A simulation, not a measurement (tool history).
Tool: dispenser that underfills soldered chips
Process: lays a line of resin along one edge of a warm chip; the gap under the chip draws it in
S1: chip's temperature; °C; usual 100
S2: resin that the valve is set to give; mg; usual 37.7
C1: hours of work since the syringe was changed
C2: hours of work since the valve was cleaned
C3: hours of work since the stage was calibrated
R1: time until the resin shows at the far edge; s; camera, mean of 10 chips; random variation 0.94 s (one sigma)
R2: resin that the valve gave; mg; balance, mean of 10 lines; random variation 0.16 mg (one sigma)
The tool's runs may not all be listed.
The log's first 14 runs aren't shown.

At hour 161.5: new syringe of resin.
At hour 170.3: new syringe of resin.
Run 15, hour 173.3: usual settings; C1 2; C2 91; C3 112. Result: R1 104.3 s, R2 35.36 mg.
At hour 179.4: new syringe of resin.
At hour 188.0: new syringe of resin.
Run 16, hour 188.0: usual settings; C1 0; C2 102; C3 122. Result: R1 88.2 s, R2 35.10 mg.
Run 17, hour 196.3: usual settings; C1 6; C2 108; C3 129. Result: R1 141.9 s, R2 34.93 mg.
At hour 197.3: new syringe of resin.
Run 18, hour 204.6: usual settings; C1 6; C2 114; C3 135. Result: R1 136.8 s, R2 34.36 mg.
At hour 206.5: new syringe of resin.
At hour 209.5: dispensing valve cleaned and set on the balance.
Run 19, hour 212.0: usual settings; C1 3; C2 2; C3 139. Result: R1 109.5 s, R2 37.61 mg.
At hour 216.2: new syringe of resin.
Run 20, hour 222.1: usual settings but S1 106 °C, S2 45.2 mg; C1 4; C2 9; C3 147. Result: R1 96.4 s, R2 44.78 mg.
At hour 225.4: new syringe of resin.
Run 21, hour 228.4: usual settings but S1 106 °C, S2 45.2 mg; C1 2; C2 14; C3 151. Result: R1 79.3 s, R2 44.73 mg.
At hour 234.7: new syringe of resin.
Run 22, hour 235.3: usual settings but S1 106 °C, S2 45.2 mg; C1 0; C2 19; C3 156. Result: R1 70.6 s, R2 44.57 mg.
At hour 244.3: new syringe of resin.
Run 23, hour 247.4: usual settings but S1 90 °C, S2 43.6 mg; C1 2; C2 28; C3 165. Result: R1 140.9 s, R2 42.56 mg.
At hour 253.3: new syringe of resin.
Run 24, hour 258.7: usual settings but S1 103 °C, S2 34.9 mg; C1 4; C2 36; C3 174. Result: R1 109.1 s, R2 33.89 mg.
At hour 262.2: new syringe of resin.
Run 25, hour 265.7: usual settings but S1 91 °C, S2 37.9 mg; C1 3; C2 41; C3 179. Result: R1 146.7 s, R2 36.67 mg.
At hour 272.1: new syringe of resin.
Run 26, hour 277.3: usual settings but S1 110 °C; C1 4; C2 50; C3 187. Result: R1 81.7 s, R2 36.84 mg.
At hour 281.4: new syringe of resin.
Run 27, hour 286.9: usual settings but S1 108 °C, S2 34.7 mg; C1 4; C2 57; C3 194. Result: R1 90.3 s, R2 33.17 mg.
At hour 290.6: new syringe of resin.
At hour 299.8: new syringe of resin.
Run 28, hour 300.1: usual settings but S1 112 °C, S2 38.7 mg; C1 0; C2 66; C3 204. Result: R1 57.9 s, R2 36.56 mg.
At hour 309.5: new syringe of resin.
Run 29, hour 311.8: usual settings but S1 112 °C, S2 38.7 mg; C1 2; C2 75; C3 212. Result: R1 63.3 s, R2 36.45 mg.
At hour 318.7: new syringe of resin.
Run 30, hour 324.3: usual settings but S2 45.8 mg; C1 4; C2 84; C3 222. Result: R1 115.4 s, R2 43.04 mg.
At hour 327.6: new syringe of resin.
At hour 336.7: new syringe of resin.
Run 31, hour 336.7: usual settings but S1 107 °C, S2 37.4 mg; C1 0; C2 93; C3 231. Result: R1 66.4 s, R2 35.05 mg.
At hour 346.1: new syringe of resin.
Run 32, hour 351.0: usual settings but S1 99 °C, S2 36.3 mg; C1 4; C2 104; C3 241. Result: R1 120.3 s, R2 33.76 mg.
At hour 355.2: new syringe of resin.
Run 33, hour 359.9: usual settings but S1 99 °C, S2 36.3 mg; C1 4; C2 110; C3 248. Result: R1 119.0 s, R2 33.34 mg.
At hour 364.0: new syringe of resin.
At hour 370.0: dispensing valve cleaned and set on the balance.
At hour 374.0: new syringe of resin.
Run 34, hour 374.0: usual settings but S1 99 °C, S2 36.3 mg; C1 0; C2 3; C3 257. Result: R1 88.0 s, R2 36.11 mg.

Forecast each of these 3 alternatives for the next run:
Run A, hour 380.1: usual settings but S1 95 °C; C1 5; C2 7; C3 262. Result: R1 ?, R2 ?.
Run B, hour 380.1: usual settings but S1 99 °C, S2 41.7 mg; C1 5; C2 7; C3 262. Result: R1 ?, R2 ?.
Run C, hour 380.1: usual settings but S1 111 °C, S2 38.7 mg; C1 5; C2 7; C3 262. Result: R1 ?, R2 ?.

run     R1     R2
  A  146.0  37.28
  B  122.2  41.26
  C   83.1  38.03
Without the tool's hidden state the same runs would have given:
run     R1     R2
  A  106.3  37.66
  B   88.9  41.69
  C   60.2  38.42

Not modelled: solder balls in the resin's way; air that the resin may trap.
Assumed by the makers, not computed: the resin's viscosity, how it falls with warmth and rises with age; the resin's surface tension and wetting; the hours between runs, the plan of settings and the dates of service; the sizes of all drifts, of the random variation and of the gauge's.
